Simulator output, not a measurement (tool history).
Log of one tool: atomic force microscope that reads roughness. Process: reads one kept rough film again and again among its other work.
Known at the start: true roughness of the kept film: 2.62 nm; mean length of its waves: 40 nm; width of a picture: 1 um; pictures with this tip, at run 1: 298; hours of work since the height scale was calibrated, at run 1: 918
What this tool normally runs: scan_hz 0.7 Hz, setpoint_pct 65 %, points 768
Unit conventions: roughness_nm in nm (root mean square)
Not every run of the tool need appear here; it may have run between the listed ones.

| run | hour | scan_hz | setpoint_pct | points | pictures with this tip | hours of work since the height scale was calibrated | roughness_nm |
|---|---|---|---|---|---|---|---|
| 1 | 0 | 0.7 | 65 | 768 | 298 | 918 | 2.233 |
| 2 | 25.3 | 0.7 | 65 | 768 | 327 | 935 | 2.231 |
|  | 47.6 | new tip fitted |
| 3 | 74.8 | 0.7 | 65 | 768 | 31 | 968 | 2.376 |
| 4 | 134 | 0.7 | 65 | 768 | 100 | 1007 | 2.319 |
| 5 | 181.5 | 0.7 | 81 | 768 | 156 | 1038 | 2.238 |
| 6 | 239 | 0.7 | 65 | 768 | 223 | 1077 | 2.244 |
|  | 242.5 | height scale calibrated on a step standard |
| 7 | 266.6 | 1.265 | 81 | 768 | 254 | 16 | 2.064 |
| 8 | 297.9 | 0.5 | 60 | 608 | 290 | 37 | 2.2 |
| 9 | 347.4 | 3.689 | 62 | 740 | 348 | 70 | 1.999 |
|  | 351.8 | new tip fitted |
| 10 | 394.6 | 3.689 | 62 | 740 | 50 | 101 | 2.225 |
| 11 | 450.6 | 3.337 | 68 | 458 | 116 | 138 | 2.105 |
| 12 | 501.2 | 0.7 | 65 | 335 | 175 | 171 | 2.252 |

What differs in the tool's unlogged condition from the final listed run ahead of each entry between runs to the first listed run following it?
Run 2 -> run 3: new tip fitted (hour 47.6)
  radius of the tip, nm: 22.6 -> 9.4; height scale over the true one, %: -1.05 -> -1.1
  measured result minus the result with no hidden state, roughness_nm: -0.239 -> -0.062 nm (root mean square)
Run 6 -> run 7: height scale calibrated on a step standard (hour 242.5)
  radius of the tip, nm: 19.8 -> 21.6; height scale over the true one, %: -1.25 -> -2.05
  measured result minus the result with no hidden state, roughness_nm: -0.208 -> -0.234 nm (root mean square)
Run 9 -> run 10: new tip fitted (hour 351.8)
  radius of the tip, nm: 26.8 -> 10.3; height scale over the true one, %: -2.12 -> -2.17
  measured result minus the result with no hidden state, roughness_nm: -0.294 -> -0.094 nm (root mean square)
